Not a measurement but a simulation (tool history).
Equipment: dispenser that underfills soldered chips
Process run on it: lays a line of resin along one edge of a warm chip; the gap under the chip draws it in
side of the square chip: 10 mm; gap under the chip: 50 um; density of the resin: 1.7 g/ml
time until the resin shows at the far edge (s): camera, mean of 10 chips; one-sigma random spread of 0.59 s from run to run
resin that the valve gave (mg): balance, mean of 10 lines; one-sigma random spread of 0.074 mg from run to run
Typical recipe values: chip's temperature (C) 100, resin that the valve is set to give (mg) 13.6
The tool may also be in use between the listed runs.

run,hour,chip's temperature (C),resin that the valve is set to give (mg),time until the resin shows at the far edge (s),resin that the valve gave (mg)
1,0,100,13.6,76,12.6
# hour 2.1: new syringe of resin
2,4.6,100,13.6,58.6,12.59
# hour 6.1: dispensing valve cleaned and set on the balance
3,10,100,13.6,67.4,13.71
4,13.3,100,13.6,75.4,13.57
# hour 15: new syringe of resin
5,18.1,100,13.6,58.2,13.57
6,23.6,100,13.6,70.3,13.62
# hour 27: new syringe of resin
7,28.3,100,13.6,53.2,13.65
8,31.9,100,13.6,61.7,13.43
9,35.2,100,13.6,70.3,13.47
# hour 38.8: new syringe of resin
10,41.2,100,13.6,54.8,13.42
11,45.7,93,13.6,76.3,13.28
12,48.1,96,13.6,78.3,13.39
# hour 51: new syringe of resin
13,52.5,96,13.6,59.7,13.39
14,56.3,113,13.6,44.8,13.25
15,62.3,113,13.6,56.3,13.33
# hour 63.1: new syringe of resin
16,68.2,113,13,45.3,12.62
17,72.8,93,16,86.4,15.52
# hour 75.1: new syringe of resin
18,78.8,91,12.4,75,12.09
19,83.3,92,15.4,85.2,14.94
# hour 87.2: new syringe of resin
20,88.4,85,13.1,78.4,12.71
21,94.3,85,16.5,97.7,16.01
22,98.1,114,16.3,52.9,15.67
# hour 99.4: new syringe of resin
23,101.4,94,12.6,65.2,12.09
24,104.8,100,11.7,63.5,11.24
25,107.8,98,16.9,72.4,16.12
# hour 111.1: new syringe of resin
26,111.1,100,12.6,51.3,12.13
27,114,114,16.7,39.2,15.92
28,118.8,114,16.7,47.5,15.91
29,122.1,115,13.6,54.1,12.81

Here are 5 independent what-if runs from the current tool condition. What would each one return?
# hour 122.9: new syringe of resin
A,126.6,106,14.3,?,?
# hour 122.9: new syringe of resin
B,126.6,105,16,?,?
# hour 122.9: new syringe of resin
C,126.6,89,16.9,?,?
# hour 122.9: new syringe of resin
D,126.6,96,17.1,?,?
# hour 122.9: new syringe of resin
E,126.6,95,16.1,?,?

run,time until the resin shows at the far edge (s),resin that the valve gave (mg)
A,50.8,13.56
B,51.5,15.17
C,78.9,15.97
D,64.6,16.27
E,65.4,15.31
The same runs, with their run-to-run variation unchanged, on a tool lacking any hidden condition would have given:
run,time until the resin shows at the far edge (s),resin that the valve gave (mg)
A,44.2,14.25
B,45,15.94
C,69.1,16.79
D,56.5,17.1
E,57.1,16.09
